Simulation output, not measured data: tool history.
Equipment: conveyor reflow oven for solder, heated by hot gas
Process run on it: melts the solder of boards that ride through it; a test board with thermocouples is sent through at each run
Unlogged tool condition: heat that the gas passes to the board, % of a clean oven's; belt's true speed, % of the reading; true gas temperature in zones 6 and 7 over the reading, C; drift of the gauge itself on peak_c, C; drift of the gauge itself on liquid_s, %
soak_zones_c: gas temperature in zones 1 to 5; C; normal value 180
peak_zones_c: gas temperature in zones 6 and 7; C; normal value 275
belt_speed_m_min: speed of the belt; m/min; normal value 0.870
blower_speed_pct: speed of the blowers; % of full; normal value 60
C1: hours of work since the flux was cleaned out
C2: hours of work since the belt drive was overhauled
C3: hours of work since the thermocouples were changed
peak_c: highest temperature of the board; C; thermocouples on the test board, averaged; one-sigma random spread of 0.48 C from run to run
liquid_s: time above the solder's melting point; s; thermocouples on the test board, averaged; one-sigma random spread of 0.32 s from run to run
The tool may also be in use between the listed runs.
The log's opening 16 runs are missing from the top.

{"run": 17, "hour": 333.4, "soak_zones_c": 185, "peak_zones_c": 275, "belt_speed_m_min": 0.798, "blower_speed_pct": 65, "C1": 57, "C2": 829, "C3": 508, "peak_c": 264.4, "liquid_s": 56.3}
{"run": 18, "hour": 345.3, "soak_zones_c": 193, "peak_zones_c": 275, "belt_speed_m_min": 0.87, "blower_speed_pct": 58, "C1": 63, "C2": 835, "C3": 514, "peak_c": 262.4, "liquid_s": 52.7}
{"run": 19, "hour": 363.1, "soak_zones_c": 174, "peak_zones_c": 275, "belt_speed_m_min": 0.794, "blower_speed_pct": 60, "C1": 71, "C2": 843, "C3": 522, "peak_c": 263.7, "liquid_s": 52.4}
{"run": 20, "hour": 389.6, "soak_zones_c": 174, "peak_zones_c": 275, "belt_speed_m_min": 0.794, "blower_speed_pct": 60, "C1": 83, "C2": 855, "C3": 534, "peak_c": 262.1, "liquid_s": 52.2}
{"run": 21, "hour": 403.6, "soak_zones_c": 180, "peak_zones_c": 272, "belt_speed_m_min": 0.87, "blower_speed_pct": 75, "C1": 89, "C2": 861, "C3": 540, "peak_c": 260.7, "liquid_s": 48.3}
{"run": 22, "hour": 421.8, "soak_zones_c": 180, "peak_zones_c": 265, "belt_speed_m_min": 0.895, "blower_speed_pct": 75, "C1": 97, "C2": 869, "C3": 548, "peak_c": 252.6, "liquid_s": 44.3}
{"run": 23, "hour": 434.4, "soak_zones_c": 180, "peak_zones_c": 265, "belt_speed_m_min": 0.895, "blower_speed_pct": 75, "C1": 103, "C2": 875, "C3": 554, "peak_c": 253.0, "liquid_s": 44.3}
{"run": 24, "hour": 446.5, "soak_zones_c": 180, "peak_zones_c": 275, "belt_speed_m_min": 0.905, "blower_speed_pct": 68, "C1": 108, "C2": 880, "C3": 559, "peak_c": 261.3, "liquid_s": 46.6}
{"run": 25, "hour": 459.6, "soak_zones_c": 172, "peak_zones_c": 275, "belt_speed_m_min": 0.968, "blower_speed_pct": 83, "C1": 114, "C2": 886, "C3": 565, "peak_c": 260.2, "liquid_s": 41.6}
{"run": 26, "hour": 483.2, "soak_zones_c": 172, "peak_zones_c": 284, "belt_speed_m_min": 0.968, "blower_speed_pct": 83, "C1": 125, "C2": 897, "C3": 576, "peak_c": 269.4, "liquid_s": 44.6}
{"run": 27, "hour": 496.2, "soak_zones_c": 172, "peak_zones_c": 284, "belt_speed_m_min": 0.968, "blower_speed_pct": 83, "C1": 131, "C2": 903, "C3": 582, "peak_c": 268.6, "liquid_s": 43.8}
{"run": 28, "hour": 510.0, "soak_zones_c": 172, "peak_zones_c": 278, "belt_speed_m_min": 0.968, "blower_speed_pct": 83, "C1": 137, "C2": 909, "C3": 588, "peak_c": 263.6, "liquid_s": 42.5}
{"hour": 524.7, "done": "belt drive overhauled, speed set with a stopwatch"}
{"run": 29, "hour": 527.2, "soak_zones_c": 185, "peak_zones_c": 287, "belt_speed_m_min": 0.723, "blower_speed_pct": 57, "C1": 143, "C2": 1, "C3": 594, "peak_c": 276.1, "liquid_s": 64.6}
{"run": 30, "hour": 544.8, "soak_zones_c": 192, "peak_zones_c": 271, "belt_speed_m_min": 0.95, "blower_speed_pct": 74, "C1": 151, "C2": 9, "C3": 602, "peak_c": 259.2, "liquid_s": 45.5}

Consider 5 possible next runs. They are alternatives, not a sequence: every one starts from the tool as it was left by run 30. What does each give?
{"run": "A", "hour": 563.6, "soak_zones_c": 180, "peak_zones_c": 275, "belt_speed_m_min": 1.037, "blower_speed_pct": 60, "C1": 160, "C2": 18, "C3": 611, "peak_c": "?", "liquid_s": "?"}
{"run": "B", "hour": 563.6, "soak_zones_c": 192, "peak_zones_c": 271, "belt_speed_m_min": 0.805, "blower_speed_pct": 74, "C1": 160, "C2": 18, "C3": 611, "peak_c": "?", "liquid_s": "?"}
{"run": "C", "hour": 563.6, "soak_zones_c": 180, "peak_zones_c": 275, "belt_speed_m_min": 0.87, "blower_speed_pct": 74, "C1": 160, "C2": 18, "C3": 611, "peak_c": "?", "liquid_s": "?"}
{"run": "D", "hour": 563.6, "soak_zones_c": 180, "peak_zones_c": 275, "belt_speed_m_min": 0.964, "blower_speed_pct": 70, "C1": 160, "C2": 18, "C3": 611, "peak_c": "?", "liquid_s": "?"}
{"run": "E", "hour": 563.6, "soak_zones_c": 192, "peak_zones_c": 271, "belt_speed_m_min": 0.95, "blower_speed_pct": 53, "C1": 160, "C2": 18, "C3": 611, "peak_c": "?", "liquid_s": "?"}

run=A peak_c=254.4 liquid_s=36.6
run=B peak_c=261.6 liquid_s=55.5
run=C peak_c=262.7 liquid_s=48.3
run=D peak_c=258.0 liquid_s=41.7
run=E peak_c=252.9 liquid_s=43.4
Without the tool's hidden state the same runs would have given:
run=A peak_c=257.6 liquid_s=38.0
run=B peak_c=264.5 liquid_s=56.4
run=C peak_c=265.8 liquid_s=49.4
run=D peak_c=261.2 liquid_s=43.0
run=E peak_c=255.7 liquid_s=44.7
